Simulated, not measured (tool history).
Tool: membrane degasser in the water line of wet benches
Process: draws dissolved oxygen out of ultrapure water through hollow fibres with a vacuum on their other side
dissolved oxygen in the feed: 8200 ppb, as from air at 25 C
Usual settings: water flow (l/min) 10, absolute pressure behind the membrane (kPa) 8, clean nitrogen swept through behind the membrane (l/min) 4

| run | day | water flow (l/min) | absolute pressure behind the membrane (kPa) | clean nitrogen swept through behind the membrane (l/min) | dissolved oxygen in the water behind the degasser (ppb) | pressure that the water loses in the fibres (kPa) |
|---|---|---|---|---|---|---|
| 1 | 0 | 10 | 8 | 4 | 37.8 | 55.27 |
| 2 | 12.721 | 10 | 8 | 4 | 38.4 | 55.24 |
| 3 | 20.875 | 10 | 13.12 | 4 | 69.2 | 55 |
| 4 | 32.454 | 10 | 5.99 | 4 | 25.5 | 55.5 |
| 5 | 43.312 | 10 | 5.99 | 4 | 24.5 | 55.46 |
| 6 | 56.442 | 10 | 8 | 4 | 37.1 | 54.83 |
| 7 | 65.504 | 15 | 8 | 4 | 98.4 | 82.42 |
| 8 | 78.604 | 15 | 8 | 4 | 98.1 | 82.53 |
| 9 | 85.258 | 15 | 8 | 4 | 100.1 | 82.77 |
| 10 | 93.738 | 15 | 8 | 7.12 | 79.8 | 81.82 |
| 11 | 104.133 | 10 | 8 | 4 | 37.4 | 54.45 |
| 12 | 115.242 | 10 | 8 | 4 | 37.4 | 55.04 |
| 13 | 122.583 | 10 | 10.1 | 4 | 50.6 | 54.58 |
| 14 | 132.246 | 10 | 10.1 | 4 | 50.7 | 54.61 |
| 15 | 145.429 | 10 | 8 | 7.76 | 23.6 | 54.57 |
| 16 | 152.546 | 10 | 8 | 7.76 | 22.6 | 54.51 |
| 17 | 163.946 | 11 | 9.06 | 6.14 | 39 | 60.19 |
| 18 | 175.333 | 11 | 9.06 | 6.14 | 38.7 | 60.03 |
| 19 | 182.642 | 7 | 9.95 | 4.57 | 26.8 | 38.07 |
| 20 | 188.55 | 13 | 5.95 | 4.57 | 49.3 | 70.64 |
| 21 | 199.483 | 13 | 8 | 4 | 68.1 | 70.62 |
| 22 | 207.362 | 11 | 14.72 | 4 | 90.5 | 60.23 |
| 23 | 214.962 | 11 | 11.46 | 2.28 | 109.1 | 59.95 |
| 24 | 226.512 | 10 | 15.98 | 4 | 86.9 | 54.28 |
| 25 | 235.429 | 10 | 15.98 | 4 | 85.9 | 53.98 |
| 26 | 244.362 | 11 | 15.98 | 3 | 128.6 | 59.55 |
| 27 | 249.933 | 12 | 7.27 | 4 | 51.1 | 64.82 |
| 28 | 260.683 | 12 | 7.27 | 4 | 51.7 | 64.66 |
| 29 | 271.471 | 8 | 10.28 | 4 | 37.5 | 43.23 |
| 30 | 281.917 | 15 | 14.14 | 2.07 | 237.3 | 80.65 |
| 31 | 289.875 | 15 | 14.14 | 2.35 | 221.8 | 80.76 |

Not shown: 2 entries that the log had between the listed runs. Between which runs, and how does the tool's hidden state differ before and after?
Between runs 5 and 6: vacuum gauge calibrated (day 46.408)
  true pressure behind the membrane over the reading, kPa: 0.01 -> 0; drift of the gauge itself on loss_of_pressure_kpa, %: -0.39 -> -0.5
  measured less the result without the state, pressure that the water loses in the fibres (kPa): -0.17 -> -0.23
Between runs 14 and 15: seals of the vacuum lines changed (day 142.475)
  air that leaks in behind the membrane, l/min: 0.0023 -> 0.002; drift of the gauge itself on loss_of_pressure_kpa, %: -1.18 -> -1.29
  measured less the result without the state, pressure that the water loses in the fibres (kPa): -0.59 -> -0.66
